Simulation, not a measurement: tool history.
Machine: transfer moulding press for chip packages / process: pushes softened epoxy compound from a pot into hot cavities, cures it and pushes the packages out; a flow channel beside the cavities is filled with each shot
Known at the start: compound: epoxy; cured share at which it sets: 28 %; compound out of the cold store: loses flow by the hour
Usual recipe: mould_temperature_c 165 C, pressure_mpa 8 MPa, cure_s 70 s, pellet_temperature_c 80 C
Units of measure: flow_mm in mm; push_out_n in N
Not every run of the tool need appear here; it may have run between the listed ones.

| run | day | mould_temperature_c | pressure_mpa | cure_s | pellet_temperature_c | incoming compound's hours out of the cold store | flow_mm | push_out_n |
|---|---|---|---|---|---|---|---|---|
| 1 | 0 | 165 | 8 | 70 | 80 | 28.6 | 811 | 439 |
| 2 | 0.217 | 165 | 8 | 70 | 80 | 20.8 | 839 | 463 |
| 3 | 0.521 | 165 | 8 | 70 | 80 | 18.7 | 847 | 476 |
|  | 0.842 | cavities cleaned with cleaning compound and waxed |
| 4 | 0.917 | 165 | 8 | 70 | 80 | 42.8 | 762 | 305 |
| 5 | 1.283 | 165 | 8 | 70 | 80 | 32.3 | 797 | 360 |
| 6 | 1.579 | 165 | 8 | 70 | 80 | 12.7 | 863 | 441 |
| 7 | 1.9 | 165 | 8 | 70 | 80 | 43.1 | 756 | 433 |
| 8 | 2.142 | 165 | 8 | 70 | 80 | 28.4 | 808 | 462 |
| 9 | 2.442 | 171 | 8 | 70 | 80 | 25.8 | 801 | 410 |
|  | 2.754 | plunger's sealing rings changed |
|  | 2.817 | cavities cleaned with cleaning compound and waxed |
| 10 | 2.929 | 162 | 8 | 70 | 80 | 11.7 | 915 | 388 |
| 11 | 3.262 | 162 | 8 | 70 | 80 | 42.6 | 797 | 441 |
| 12 | 3.579 | 162 | 8 | 70 | 80 | 37.3 | 815 | 475 |
| 13 | 3.792 | 165 | 8 | 70 | 80 | 37.9 | 805 | 435 |
| 14 | 4.025 | 165 | 8 | 70 | 80 | 11.4 | 903 | 481 |
| 15 | 4.254 | 165 | 8 | 70 | 80 | 41.4 | 791 | 468 |
| 16 | 4.558 | 165 | 8 | 69 | 71 | 25.7 | 848 | 517 |
|  | 4.675 | mould's thermocouples calibrated |
|  | 4.775 | cavities cleaned with cleaning compound and waxed |
| 17 | 4.912 | 163 | 8 | 55 | 80 | 20.3 | 869 | 643 |
| 18 | 5.212 | 163 | 8 | 55 | 80 | 22.1 | 862 | 738 |
|  | 5.358 | mould's thermocouples calibrated, once more |
| 19 | 5.5 | 163 | 8 | 55 | 80 | 11.5 | 904 | 804 |
| 20 | 5.675 | 163 | 9.57 | 55 | 80 | 46.1 | 851 | 791 |
| 21 | 5.925 | 163 | 9.57 | 55 | 80 | 40.6 | 872 | 827 |
| 22 | 6.079 | 165 | 8.8 | 70 | 80 | 25.1 | 887 | 464 |
| 23 | 6.346 | 165 | 8.8 | 70 | 80 | 10.3 | 942 | 517 |
|  | 6.717 | cavities cleaned with cleaning compound and waxed |
| 24 | 6.792 | 165 | 8.44 | 70 | 87 | 16.5 | 897 | 302 |
| 25 | 7.142 | 166 | 8.89 | 91 | 87 | 24.5 | 885 | 294 |

Run 26 comes next. What will it give?
| 26 | 7.521 | 166 | 8.89 | 91 | 87 | 29.8 | ? | ? |

flow_mm: 862 mm
push_out_n: 329 N
On a tool with no hidden condition, and with the same random variation, this run would have come out at flow_mm 877 mm, push_out_n 226 N.
